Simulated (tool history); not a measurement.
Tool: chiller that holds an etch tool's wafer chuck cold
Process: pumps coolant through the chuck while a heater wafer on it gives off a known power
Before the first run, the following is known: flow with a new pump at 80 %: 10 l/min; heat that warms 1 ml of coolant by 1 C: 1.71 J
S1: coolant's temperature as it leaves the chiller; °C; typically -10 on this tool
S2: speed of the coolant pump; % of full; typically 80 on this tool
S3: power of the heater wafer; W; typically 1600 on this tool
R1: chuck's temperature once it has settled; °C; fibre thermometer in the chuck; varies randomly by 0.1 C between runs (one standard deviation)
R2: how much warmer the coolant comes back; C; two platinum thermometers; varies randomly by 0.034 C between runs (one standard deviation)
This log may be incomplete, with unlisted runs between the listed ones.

Run 1, day 0: usual settings. Result: R1 0.8 °C, R2 5.63 C.
Run 2, day 3.242: usual settings. Result: R1 1 °C, R2 5.64 C.
Run 3, day 9.367: usual settings. Result: R1 1 °C, R2 5.65 C.
Run 4, day 13.988: usual settings but S2 64 % of full. Result: R1 3.5 °C, R2 7.15 C.
Run 5, day 19.167: usual settings but S2 64 % of full. Result: R1 3.2 °C, R2 7.19 C.
Run 6, day 24: usual settings but S2 64 % of full. Result: R1 3.2 °C, R2 7.18 C.
Run 7, day 26.783: usual settings. Result: R1 0.9 °C, R2 5.71 C.
Run 8, day 31.75: usual settings but S3 2164 W. Result: R1 4.8 °C, R2 7.71 C.
Run 9, day 36.812: usual settings but S3 2164 W. Result: R1 4.7 °C, R2 7.72 C.
Run 10, day 42.638: usual settings. Result: R1 0.9 °C, R2 5.83 C.
Run 11, day 47.862: usual settings. Result: R1 1 °C, R2 5.77 C.
Run 12, day 50.862: usual settings. Result: R1 0.9 °C, R2 5.8 C.
Run 13, day 56.592: usual settings but S3 1447 W. Result: R1 -0.3 °C, R2 5.28 C.
Run 14, day 61.742: usual settings but S1 -11 °C. Result: R1 0 °C, R2 5.83 C.
Run 15, day 65.312: usual settings but S1 -9 °C. Result: R1 2.1 °C, R2 5.87 C.
Run 16, day 69.812: usual settings but S1 -9 °C. Result: R1 2 °C, R2 5.88 C.
At day 71.962: gauge calibrated.
Run 17, day 73.492: usual settings but S1 -9 °C. Result: R1 1.7 °C, R2 5.57 C.
Run 18, day 80.083: usual settings but S1 -9 °C. Result: R1 1.8 °C, R2 5.67 C.
Run 19, day 86.408: usual settings but S1 -19 °C, S2 91 % of full. Result: R1 -9.1 °C, R2 4.96 C.
Run 20, day 91.296: usual settings but S1 -12 °C, S2 100 % of full, S3 1551 W. Result: R1 -3.3 °C, R2 4.4 C.
Run 21, day 97.558: usual settings but S1 -13 °C, S2 87 % of full, S3 1539 W. Result: R1 -3.1 °C, R2 5.06 C.
Run 22, day 102.338: usual settings but S1 -16 °C, S2 65 % of full, S3 1293 W. Result: R1 -5.2 °C, R2 5.8 C.
Run 23, day 106.642: usual settings but S1 -13 °C, S2 84 % of full, S3 2084 W. Result: R1 0.6 °C, R2 7.1 C.
At day 107.921: chiller's thermometer calibrated.
Run 24, day 109.642: usual settings but S1 -6 °C, S2 62 % of full, S3 973 W. Result: R1 2.4 °C, R2 4.59 C.
Run 25, day 114.5: usual settings but S1 -6 °C, S2 62 % of full, S3 973 W. Result: R1 2.3 °C, R2 4.66 C.
Run 26, day 117.971: usual settings but S1 -16 °C, S2 86 % of full, S3 885 W. Result: R1 -10.3 °C, R2 3.08 C.
Run 27, day 123.325: usual settings but S1 -19 °C, S2 69 % of full, S3 1053 W. Result: R1 -10.7 °C, R2 4.53 C.
Run 28, day 126.875: usual settings but S1 -3 °C, S2 82 % of full, S3 1661 W. Result: R1 8.1 °C, R2 5.87 C.
Run 29, day 133.146: usual settings but S1 -14 °C, S2 78 % of full, S3 1090 W. Result: R1 -6.2 °C, R2 4.19 C.
Run 30, day 138.138: usual settings but S1 -8 °C, S2 95 % of full, S3 2339 W. Result: R1 5.8 °C, R2 7.1 C.
Run 31, day 144.946: usual settings but S1 -8 °C, S2 79 % of full, S3 2339 W. Result: R1 8.2 °C, R2 8.6 C.
Run 32, day 150.062: usual settings but S1 -8 °C, S2 79 % of full, S3 2339 W. Result: R1 8.2 °C, R2 8.6 C.

Predict each of these 4 candidate next runs independently; none follows another, all start after run 32:
Run A, day 155.175: usual settings but S3 2189 W. Result: R1 ?, R2 ?.
Run B, day 155.175: usual settings but S1 -8 °C, S2 78 % of full, S3 2339 W. Result: R1 ?, R2 ?.
Run C, day 155.175: usual settings but S2 95 % of full, S3 1035 W. Result: R1 ?, R2 ?.
Run D, day 155.175: usual settings but S2 69 % of full, S3 2356 W. Result: R1 ?, R2 ?.

run    R1    R2
  A     5  8.03
  B   8.2  8.77
  C  -3.9  3.38
  D   8.3  9.93
The same runs, with their run-to-run variation unchanged, on a tool lacking any hidden condition would have given:
run    R1    R2
  A     5  7.72
  B   8.1  8.46
  C  -3.9  3.06
  D   8.3  9.61
